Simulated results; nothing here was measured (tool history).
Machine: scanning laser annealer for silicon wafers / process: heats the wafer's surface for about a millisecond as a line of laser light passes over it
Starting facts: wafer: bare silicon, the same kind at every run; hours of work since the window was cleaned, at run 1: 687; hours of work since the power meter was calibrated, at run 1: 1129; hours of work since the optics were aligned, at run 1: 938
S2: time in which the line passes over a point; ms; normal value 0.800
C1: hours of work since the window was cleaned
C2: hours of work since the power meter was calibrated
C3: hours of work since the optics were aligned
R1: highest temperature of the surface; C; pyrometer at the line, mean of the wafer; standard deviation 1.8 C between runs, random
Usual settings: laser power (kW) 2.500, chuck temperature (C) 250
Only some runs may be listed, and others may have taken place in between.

run 1 day=0.000 | laser_power_(kW)=2.500 S2=0.800 chuck_temperature_(C)=250 | C1=687 C2=1129 C3=938 | R1=964
-- day=1.429 window over the wafer cleaned
run 2 day=2.800 | laser_power_(kW)=2.500 S2=0.800 chuck_temperature_(C)=250 | C1=23 C2=1175 C3=983 | R1=966
run 3 day=4.400 | laser_power_(kW)=2.170 S2=0.800 chuck_temperature_(C)=250 | C1=49 C2=1201 C3=1010 | R1=874
run 4 day=6.946 | laser_power_(kW)=2.500 S2=0.800 chuck_temperature_(C)=250 | C1=92 C2=1244 C3=1052 | R1=968
run 5 day=8.367 | laser_power_(kW)=2.500 S2=0.800 chuck_temperature_(C)=215 | C1=115 C2=1267 C3=1076 | R1=933
run 6 day=10.967 | laser_power_(kW)=2.500 S2=0.800 chuck_temperature_(C)=215 | C1=159 C2=1310 C3=1119 | R1=931
run 7 day=12.146 | laser_power_(kW)=2.500 S2=0.800 chuck_temperature_(C)=215 | C1=178 C2=1330 C3=1139 | R1=934
run 8 day=14.846 | laser_power_(kW)=2.500 S2=0.800 chuck_temperature_(C)=215 | C1=223 C2=1375 C3=1184 | R1=932
run 9 day=16.146 | laser_power_(kW)=2.551 S2=0.773 chuck_temperature_(C)=270 | C1=245 C2=1397 C3=1205 | R1=986
run 10 day=17.692 | laser_power_(kW)=2.551 S2=0.773 chuck_temperature_(C)=270 | C1=271 C2=1422 C3=1231 | R1=987
run 11 day=20.129 | laser_power_(kW)=2.551 S2=0.773 chuck_temperature_(C)=270 | C1=311 C2=1463 C3=1271 | R1=990
run 12 day=21.896 | laser_power_(kW)=2.244 S2=0.935 chuck_temperature_(C)=277 | C1=340 C2=1492 C3=1301 | R1=976

Alternative continuations, all from the tool just after run 12; predict every row:
run A day=24.512 | laser_power_(kW)=2.277 S2=0.820 chuck_temperature_(C)=277 | C1=384 C2=1536 C3=1344 | R1=?
run B day=24.512 | laser_power_(kW)=2.640 S2=0.600 chuck_temperature_(C)=283 | C1=384 C2=1536 C3=1344 | R1=?
run C day=24.512 | laser_power_(kW)=2.559 S2=0.671 chuck_temperature_(C)=232 | C1=384 C2=1536 C3=1344 | R1=?

run=A R1=936
run=B R1=935
run=C R1=902
Without the tool's hidden state the same runs would have given:
run=A R1=936
run=B R1=936
run=C R1=902
